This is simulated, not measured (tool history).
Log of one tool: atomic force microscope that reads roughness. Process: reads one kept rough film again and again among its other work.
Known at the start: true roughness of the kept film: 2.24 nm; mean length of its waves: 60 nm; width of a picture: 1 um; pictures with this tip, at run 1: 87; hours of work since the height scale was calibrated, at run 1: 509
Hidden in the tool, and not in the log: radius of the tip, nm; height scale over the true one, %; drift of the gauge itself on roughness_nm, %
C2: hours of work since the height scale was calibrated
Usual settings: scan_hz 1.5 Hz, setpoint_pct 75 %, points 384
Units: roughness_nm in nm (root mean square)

{"run": 1, "hour": 0.0, "scan_hz": 1.5, "setpoint_pct": 75, "points": 384, "pictures with this tip": 87, "C2": 509, "roughness_nm": 1.872}
{"hour": 2.5, "done": "new tip fitted"}
{"run": 2, "hour": 23.3, "scan_hz": 1.5, "setpoint_pct": 75, "points": 384, "pictures with this tip": 25, "C2": 525, "roughness_nm": 1.955}
{"run": 3, "hour": 49.2, "scan_hz": 1.5, "setpoint_pct": 75, "points": 384, "pictures with this tip": 57, "C2": 544, "roughness_nm": 1.9}
{"hour": 76.8, "done": "new tip fitted"}
{"run": 4, "hour": 87.7, "scan_hz": 1.5, "setpoint_pct": 75, "points": 384, "pictures with this tip": 13, "C2": 571, "roughness_nm": 1.999}
{"run": 5, "hour": 121.2, "scan_hz": 1.5, "setpoint_pct": 75, "points": 384, "pictures with this tip": 54, "C2": 594, "roughness_nm": 1.896}
{"hour": 126.3, "done": "height scale calibrated on a step standard"}
{"hour": 153.2, "done": "new tip fitted"}
{"run": 6, "hour": 160.5, "scan_hz": 1.5, "setpoint_pct": 75, "points": 384, "pictures with this tip": 8, "C2": 24, "roughness_nm": 1.98}
{"run": 7, "hour": 193.4, "scan_hz": 1.5, "setpoint_pct": 75, "points": 384, "pictures with this tip": 48, "C2": 47, "roughness_nm": 1.921}
{"hour": 228.5, "done": "new tip fitted"}
{"run": 8, "hour": 229.2, "scan_hz": 1.5, "setpoint_pct": 75, "points": 931, "pictures with this tip": 1, "C2": 72, "roughness_nm": 2.026}
{"hour": 242.6, "done": "height scale calibrated on a step standard, once more"}
{"run": 9, "hour": 250.2, "scan_hz": 1.17, "setpoint_pct": 81, "points": 384, "pictures with this tip": 26, "C2": 5, "roughness_nm": 1.936}
{"run": 10, "hour": 276.2, "scan_hz": 1.4, "setpoint_pct": 64, "points": 634, "pictures with this tip": 57, "C2": 24, "roughness_nm": 1.958}
{"hour": 304.0, "done": "new tip fitted"}
{"run": 11, "hour": 310.1, "scan_hz": 1.4, "setpoint_pct": 64, "points": 634, "pictures with this tip": 8, "C2": 47, "roughness_nm": 2.069}
{"run": 12, "hour": 333.8, "scan_hz": 1.4, "setpoint_pct": 64, "points": 634, "pictures with this tip": 37, "C2": 64, "roughness_nm": 1.995}

5 ways to go on from here, each from the tool as it stands after run 12. What would each give?
{"hour": 378.4, "done": "new tip fitted"}
{"run": "A", "hour": 380.0, "scan_hz": 1.4, "setpoint_pct": 59, "points": 634, "pictures with this tip": 2, "C2": 97, "roughness_nm": "?"}
{"hour": 378.4, "done": "new tip fitted"}
{"run": "B", "hour": 380.0, "scan_hz": 1.4, "setpoint_pct": 69, "points": 732, "pictures with this tip": 2, "C2": 97, "roughness_nm": "?"}
{"hour": 378.4, "done": "new tip fitted"}
{"run": "C", "hour": 380.0, "scan_hz": 1.4, "setpoint_pct": 65, "points": 750, "pictures with this tip": 2, "C2": 97, "roughness_nm": "?"}
{"hour": 378.4, "done": "new tip fitted"}
{"run": "D", "hour": 380.0, "scan_hz": 1.48, "setpoint_pct": 69, "points": 936, "pictures with this tip": 2, "C2": 97, "roughness_nm": "?"}
{"hour": 378.4, "done": "new tip fitted"}
{"run": "E", "hour": 380.0, "scan_hz": 2.2, "setpoint_pct": 56, "points": 362, "pictures with this tip": 2, "C2": 97, "roughness_nm": "?"}

run=A roughness_nm=2.109
run=B roughness_nm=2.047
run=C roughness_nm=2.081
run=D roughness_nm=2.041
run=E roughness_nm=2.079
Without the tool's hidden state the same runs would have given:
run=A roughness_nm=2.118
run=B roughness_nm=2.056
run=C roughness_nm=2.09
run=D roughness_nm=2.05
run=E roughness_nm=2.087
